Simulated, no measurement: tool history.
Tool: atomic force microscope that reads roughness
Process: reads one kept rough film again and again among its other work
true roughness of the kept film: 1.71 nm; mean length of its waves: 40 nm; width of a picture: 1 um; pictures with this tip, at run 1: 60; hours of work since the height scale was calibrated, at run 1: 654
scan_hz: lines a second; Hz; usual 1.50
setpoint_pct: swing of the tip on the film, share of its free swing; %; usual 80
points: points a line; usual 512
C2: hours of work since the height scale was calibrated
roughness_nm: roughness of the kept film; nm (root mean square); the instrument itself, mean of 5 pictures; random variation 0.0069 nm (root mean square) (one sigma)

{"run": 1, "hour": 0.0, "scan_hz": 1.5, "setpoint_pct": 80, "points": 512, "pictures with this tip": 60, "C2": 654, "roughness_nm": 1.235}
{"hour": 11.9, "done": "new tip fitted"}
{"run": 2, "hour": 13.1, "scan_hz": 1.5, "setpoint_pct": 80, "points": 512, "pictures with this tip": 1, "C2": 663, "roughness_nm": 1.38}
{"run": 3, "hour": 29.3, "scan_hz": 1.5, "setpoint_pct": 59, "points": 512, "pictures with this tip": 24, "C2": 673, "roughness_nm": 1.47}
{"run": 4, "hour": 55.2, "scan_hz": 1.5, "setpoint_pct": 59, "points": 512, "pictures with this tip": 61, "C2": 691, "roughness_nm": 1.371}
{"hour": 66.1, "done": "new tip fitted"}
{"run": 5, "hour": 71.2, "scan_hz": 2.13, "setpoint_pct": 59, "points": 512, "pictures with this tip": 7, "C2": 701, "roughness_nm": 1.494}
{"run": 6, "hour": 95.3, "scan_hz": 1.5, "setpoint_pct": 66, "points": 512, "pictures with this tip": 41, "C2": 717, "roughness_nm": 1.383}
{"hour": 120.5, "done": "new tip fitted"}
{"run": 7, "hour": 122.2, "scan_hz": 1.99, "setpoint_pct": 66, "points": 512, "pictures with this tip": 3, "C2": 735, "roughness_nm": 1.449}
{"run": 8, "hour": 138.5, "scan_hz": 1.99, "setpoint_pct": 66, "points": 512, "pictures with this tip": 26, "C2": 746, "roughness_nm": 1.375}
{"run": 9, "hour": 164.5, "scan_hz": 1.99, "setpoint_pct": 66, "points": 512, "pictures with this tip": 63, "C2": 763, "roughness_nm": 1.267}
{"hour": 173.9, "done": "new tip fitted"}
{"run": 10, "hour": 186.2, "scan_hz": 0.59, "setpoint_pct": 68, "points": 512, "pictures with this tip": 18, "C2": 777, "roughness_nm": 1.502}
{"run": 11, "hour": 200.2, "scan_hz": 1.91, "setpoint_pct": 68, "points": 285, "pictures with this tip": 37, "C2": 787, "roughness_nm": 1.342}
{"hour": 227.6, "done": "new tip fitted"}
{"run": 12, "hour": 227.6, "scan_hz": 1.5, "setpoint_pct": 80, "points": 460, "pictures with this tip": 0, "C2": 805, "roughness_nm": 1.394}
{"run": 13, "hour": 246.4, "scan_hz": 1.5, "setpoint_pct": 65, "points": 397, "pictures with this tip": 26, "C2": 817, "roughness_nm": 1.428}
{"run": 14, "hour": 268.3, "scan_hz": 1.01, "setpoint_pct": 84, "points": 631, "pictures with this tip": 57, "C2": 832, "roughness_nm": 1.264}
{"hour": 281.7, "done": "new tip fitted"}
{"run": 15, "hour": 283.8, "scan_hz": 0.61, "setpoint_pct": 80, "points": 512, "pictures with this tip": 3, "C2": 842, "roughness_nm": 1.498}
{"run": 16, "hour": 306.6, "scan_hz": 0.61, "setpoint_pct": 80, "points": 512, "pictures with this tip": 36, "C2": 857, "roughness_nm": 1.401}

Hidden state at the last listed run before each entry between runs and at the first one after, where it differs:
Between runs 1 and 2: new tip fitted (hour 11.9)
  radius of the tip, nm: 39.8 -> 11.7; height scale over the true one, %: -0.6 -> -0.61
  measured less the result without the state, roughness_nm: -0.158 -> -0.018 nm (root mean square)
Between runs 4 and 5: new tip fitted (hour 66.1)
  radius of the tip, nm: 42.3 -> 13.8; height scale over the true one, %: -0.64 -> -0.65
  measured less the result without the state, roughness_nm: -0.188 -> -0.033 nm (root mean square)
Between runs 6 and 7: new tip fitted (hour 120.5)
  radius of the tip, nm: 32.2 -> 12.6; height scale over the true one, %: -0.66 -> -0.68
  measured less the result without the state, roughness_nm: -0.134 -> -0.025 nm (root mean square)
Between runs 9 and 10: new tip fitted (hour 173.9)
  radius of the tip, nm: 46.2 -> 20.2; height scale over the true one, %: -0.71 -> -0.73
  measured less the result without the state, roughness_nm: -0.197 -> -0.073 nm (root mean square)
Between runs 11 and 12: new tip fitted (hour 227.6)
  radius of the tip, nm: 30.5 -> 10.1; height scale over the true one, %: -0.74 -> -0.75
  measured less the result without the state, roughness_nm: -0.121 -> -0.011 nm (root mean square)
Between runs 14 and 15: new tip fitted (hour 281.7)
  radius of the tip, nm: 40.2 -> 12.1; height scale over the true one, %: -0.78 -> -0.79
  measured less the result without the state, roughness_nm: -0.167 -> -0.025 nm (root mean square)

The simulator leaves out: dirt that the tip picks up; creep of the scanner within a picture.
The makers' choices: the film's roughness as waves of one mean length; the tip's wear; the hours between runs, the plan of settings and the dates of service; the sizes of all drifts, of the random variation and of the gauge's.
